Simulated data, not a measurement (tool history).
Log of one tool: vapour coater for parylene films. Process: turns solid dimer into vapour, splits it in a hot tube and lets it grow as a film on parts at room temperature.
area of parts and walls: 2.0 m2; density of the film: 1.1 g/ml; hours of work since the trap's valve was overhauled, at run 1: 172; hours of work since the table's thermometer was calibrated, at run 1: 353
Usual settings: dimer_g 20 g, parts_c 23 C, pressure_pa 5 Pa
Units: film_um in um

run	hour	dimer_g	parts_c	pressure_pa	hours of work since the trap's valve was overhauled	hours of work since the table's thermometer was calibrated	film_um
1	0	20	23	5	172	353	6.44
2	23.2	20	23	5	185	365	6.32
3	36.7	20	23	5	192	373	6.46
4	60.6	20	23	5	205	386	6.38
5	84.3	20	23	5	218	399	6.38
6	95	14	23	5	224	405	4.41
7	111.5	14	23	5	233	414	4.39
8	122.9	14	29	5	239	420	3.29
9	135.7	14	29	5	246	427	3.28
10	148.4	20	23	5	253	434	6.21
11	160	20	23	5	259	440	6.12
12	184.3	20	23	5	273	454	6.18
13	197.9	14	23	5	280	461	4.27
14	222.2	21	23	5	293	474	6.45
15	245.8	17	27	2.02	306	487	5.05
16	267.3	17	27	2.02	318	499	5.1
# hour 288.3: trap's valve overhauled
17	293.7	27	23	11.76	3	511	6.56
18	308.9	27	23	11.76	11	520	6.56
19	327.7	20	21	2.3	22	530	7.39
20	352.1	20	20	2.3	35	543	7.28
21	362.7	9	15	6.69	41	549	3.33
22	378	9	17	6.64	49	558	3.17
# hour 387.1: trap's valve overhauled, once more
23	404.5	25	16	4.36	10	570	11.24
24	421.2	25	16	4.36	19	579	11.09
25	440.4	20	23	2.15	29	590	8.21
26	452.6	20	23	2.15	36	596	8.08
27	463.2	27	23	7.24	42	602	8.63
28	476.1	20	18	4.06	49	609	8.81

Some steps in film_um between neighbouring runs. How much of each would the tool show without its hidden state too (settings, what came in, random variation), and how much is left for the hidden state, with any gauge scatter that isn't in both results?
The hidden state here: vapour lost through the trap's worn valve, %; true temperature of the parts over the reading, C; drift of the gauge itself on film_um, %.
Run 20 -> 21: dimer_g 20 -> 9, parts_c 20 -> 15, pressure_pa 2.3 -> 6.69. film_um -3.95 um: hidden state +0.89, all else -4.84.
Run 22 -> 23: dimer_g 9 -> 25, parts_c 17 -> 16, pressure_pa 6.64 -> 4.36, trap's valve overhauled, once more. film_um +8.07 um: hidden state +0.75, all else +7.32.
